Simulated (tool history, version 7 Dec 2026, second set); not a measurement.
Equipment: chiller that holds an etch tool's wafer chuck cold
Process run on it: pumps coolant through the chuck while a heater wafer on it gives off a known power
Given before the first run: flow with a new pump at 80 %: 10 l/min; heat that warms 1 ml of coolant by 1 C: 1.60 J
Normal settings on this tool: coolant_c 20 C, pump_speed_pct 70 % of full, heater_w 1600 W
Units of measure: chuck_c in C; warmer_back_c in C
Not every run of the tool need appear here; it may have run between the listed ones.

Run 1, hour 0.0: usual settings. Result: chuck_c 32.8 C, warmer_back_c 7.03 C.
Run 2, hour 90.5: usual settings. Result: chuck_c 32.8 C, warmer_back_c 7.00 C.
Run 3, hour 229.0: usual settings but coolant_c 23 C. Result: chuck_c 35.9 C, warmer_back_c 7.08 C.
Run 4, hour 346.0: usual settings but coolant_c 23 C. Result: chuck_c 35.7 C, warmer_back_c 7.08 C.
Run 5, hour 457.0: usual settings but coolant_c 15 C. Result: chuck_c 27.8 C, warmer_back_c 6.99 C.
Run 6, hour 535.2: usual settings but coolant_c 15 C. Result: chuck_c 27.9 C, warmer_back_c 7.11 C.
Run 7, hour 641.1: usual settings. Result: chuck_c 32.9 C, warmer_back_c 7.05 C.
Run 8, hour 761.1: usual settings. Result: chuck_c 32.9 C, warmer_back_c 7.15 C.
Run 9, hour 871.7: usual settings. Result: chuck_c 33.0 C, warmer_back_c 7.13 C.
Run 10, hour 1001.4: usual settings. Result: chuck_c 32.9 C, warmer_back_c 7.10 C.
Run 11, hour 1115.2: usual settings but heater_w 1040 W. Result: chuck_c 28.3 C, warmer_back_c 4.70 C.
Run 12, hour 1262.7: usual settings but heater_w 1040 W. Result: chuck_c 28.3 C, warmer_back_c 4.65 C.
Run 13, hour 1347.7: usual settings but heater_w 1040 W. Result: chuck_c 28.3 C, warmer_back_c 4.70 C.
Run 14, hour 1446.7: usual settings but heater_w 1040 W. Result: chuck_c 28.3 C, warmer_back_c 4.69 C.
Run 15, hour 1517.2: usual settings but coolant_c 11 C. Result: chuck_c 24.1 C, warmer_back_c 7.08 C.
Run 16, hour 1596.3: usual settings but coolant_c 11 C. Result: chuck_c 24.3 C, warmer_back_c 7.22 C.
Run 17, hour 1748.7: usual settings but coolant_c 19 C, pump_speed_pct 66 % of full. Result: chuck_c 32.7 C, warmer_back_c 7.58 C.
Run 18, hour 1859.2: usual settings but pump_speed_pct 91 % of full, heater_w 1056 W. Result: chuck_c 27.1 C, warmer_back_c 3.74 C.
Run 19, hour 2008.1: usual settings but pump_speed_pct 64 % of full. Result: chuck_c 34.2 C, warmer_back_c 7.88 C.
Run 20, hour 2096.1: usual settings but pump_speed_pct 75 % of full, heater_w 1139 W. Result: chuck_c 29.0 C, warmer_back_c 4.84 C.
Run 21, hour 2227.3: usual settings but pump_speed_pct 61 % of full, heater_w 2313 W. Result: chuck_c 41.1 C, warmer_back_c 11.96 C.
Run 22, hour 2381.8: usual settings but pump_speed_pct 93 % of full, heater_w 826 W. Result: chuck_c 25.4 C, warmer_back_c 2.84 C.
Run 23, hour 2455.5: usual settings but pump_speed_pct 93 % of full, heater_w 826 W. Result: chuck_c 25.4 C, warmer_back_c 2.91 C.
Run 24, hour 2600.0: usual settings but coolant_c 14 C, pump_speed_pct 62 % of full, heater_w 911 W. Result: chuck_c 22.1 C, warmer_back_c 4.67 C.
Run 25, hour 2674.3: usual settings but pump_speed_pct 71 % of full, heater_w 1256 W. Result: chuck_c 30.3 C, warmer_back_c 5.62 C.
Run 26, hour 2779.2: usual settings but coolant_c 11 C, pump_speed_pct 71 % of full, heater_w 1343 W. Result: chuck_c 22.1 C, warmer_back_c 5.98 C.
Run 27, hour 2876.8: usual settings but coolant_c 23 C, pump_speed_pct 63 % of full, heater_w 1134 W. Result: chuck_c 33.0 C, warmer_back_c 5.72 C.
At hour 2983.3: chiller's thermometer calibrated.
Run 28, hour 2999.7: usual settings but coolant_c 23 C, pump_speed_pct 63 % of full, heater_w 1134 W. Result: chuck_c 33.2 C, warmer_back_c 5.69 C.

4 ways to go on from here, each from the tool as it stands after run 28. What would each give?
Run A, hour 3086.5: usual settings but pump_speed_pct 83 % of full, heater_w 1607 W. Result: chuck_c ?, warmer_back_c ?.
Run B, hour 3086.5: usual settings but coolant_c 23 C, pump_speed_pct 63 % of full, heater_w 2010 W. Result: chuck_c ?, warmer_back_c ?.
Run C, hour 3086.5: usual settings but coolant_c 23 C, pump_speed_pct 72 % of full, heater_w 1564 W. Result: chuck_c ?, warmer_back_c ?.
Run D, hour 3086.5: usual settings but coolant_c 23 C, pump_speed_pct 71 % of full, heater_w 1816 W. Result: chuck_c ?, warmer_back_c ?.

run  chuck_c  warmer_back_c
  A     32.2           6.21
  B     41.8          10.21
  C     36.3           6.90
  D     38.6           8.16
Without the tool's hidden state the same runs would have given:
run  chuck_c  warmer_back_c
  A     30.4           5.77
  B     39.2           9.49
  C     34.4           6.41
  D     36.4           7.58

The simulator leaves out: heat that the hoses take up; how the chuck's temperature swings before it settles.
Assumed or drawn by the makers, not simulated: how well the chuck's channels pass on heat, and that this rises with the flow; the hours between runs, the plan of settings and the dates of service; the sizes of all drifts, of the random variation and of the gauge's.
